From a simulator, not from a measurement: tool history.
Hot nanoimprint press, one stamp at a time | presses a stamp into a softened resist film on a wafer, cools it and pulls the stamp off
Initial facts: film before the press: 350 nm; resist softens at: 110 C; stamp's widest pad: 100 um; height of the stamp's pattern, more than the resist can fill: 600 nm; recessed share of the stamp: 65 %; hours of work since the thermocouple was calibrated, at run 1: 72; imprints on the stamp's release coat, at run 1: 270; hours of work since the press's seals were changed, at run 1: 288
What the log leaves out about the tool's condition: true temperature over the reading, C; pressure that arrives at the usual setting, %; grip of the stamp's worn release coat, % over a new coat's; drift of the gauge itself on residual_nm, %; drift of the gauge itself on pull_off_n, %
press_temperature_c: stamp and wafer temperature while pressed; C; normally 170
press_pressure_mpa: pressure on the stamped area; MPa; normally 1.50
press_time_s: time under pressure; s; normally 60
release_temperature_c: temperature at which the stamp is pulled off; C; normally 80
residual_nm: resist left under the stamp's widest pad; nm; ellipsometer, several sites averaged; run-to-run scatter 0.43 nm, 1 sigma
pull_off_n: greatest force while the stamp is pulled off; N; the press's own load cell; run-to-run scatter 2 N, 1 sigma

| run | hour | press_temperature_c | press_pressure_mpa | press_time_s | release_temperature_c | hours of work since the thermocouple was calibrated | imprints on the stamp's release coat | hours of work since the press's seals were changed | residual_nm | pull_off_n |
|---|---|---|---|---|---|---|---|---|---|---|
| 1 | 0.0 | 170 | 1.50 | 60 | 80 | 72 | 270 | 288 | 132.2 | 135 |
| 2 | 11.3 | 170 | 1.50 | 60 | 76 | 80 | 333 | 296 | 131.3 | 150 |
| 3 | 26.6 | 170 | 1.50 | 60 | 76 | 91 | 418 | 307 | 131.5 | 154 |
| 4 | 40.1 | 170 | 1.50 | 60 | 76 | 100 | 494 | 317 | 132.2 | 160 |
| 5 | 50.1 | 170 | 1.50 | 60 | 76 | 107 | 549 | 324 | 131.2 | 156 |
| 6 | 62.7 | 170 | 1.50 | 60 | 80 | 117 | 620 | 333 | 131.2 | 142 |
| 7 | 71.1 | 170 | 0.93 | 60 | 78 | 123 | 667 | 339 | 161.0 | 154 |
| 8 | 78.4 | 166 | 2.27 | 113 | 78 | 128 | 707 | 344 | 98.8 | 154 |
| 9 | 91.3 | 166 | 2.27 | 43 | 70 | 137 | 780 | 354 | 148.0 | 179 |
| 10 | 106.3 | 166 | 2.27 | 43 | 70 | 148 | 863 | 364 | 149.3 | 187 |
| 11 | 116.4 | 170 | 0.94 | 96 | 80 | 155 | 920 | 372 | 131.7 | 148 |

For each run, the measured value with the value that run would have given without the tool's hidden condition subtracted. The run-to-run variation is shared by both, the gauge scatter possibly not:
| run | residual_nm | pull_off_n |
|---|---|---|
| 1 | +0.2 | +4 |
| 2 | +0.0 | +6 |
| 3 | -0.2 | +7 |
| 4 | -0.3 | +9 |
| 5 | -0.5 | +10 |
| 6 | -0.6 | +10 |
| 7 | -0.9 | +12 |
| 8 | -0.5 | +12 |
| 9 | -0.9 | +15 |
| 10 | -1.1 | +18 |
| 11 | -1.4 | +15 |

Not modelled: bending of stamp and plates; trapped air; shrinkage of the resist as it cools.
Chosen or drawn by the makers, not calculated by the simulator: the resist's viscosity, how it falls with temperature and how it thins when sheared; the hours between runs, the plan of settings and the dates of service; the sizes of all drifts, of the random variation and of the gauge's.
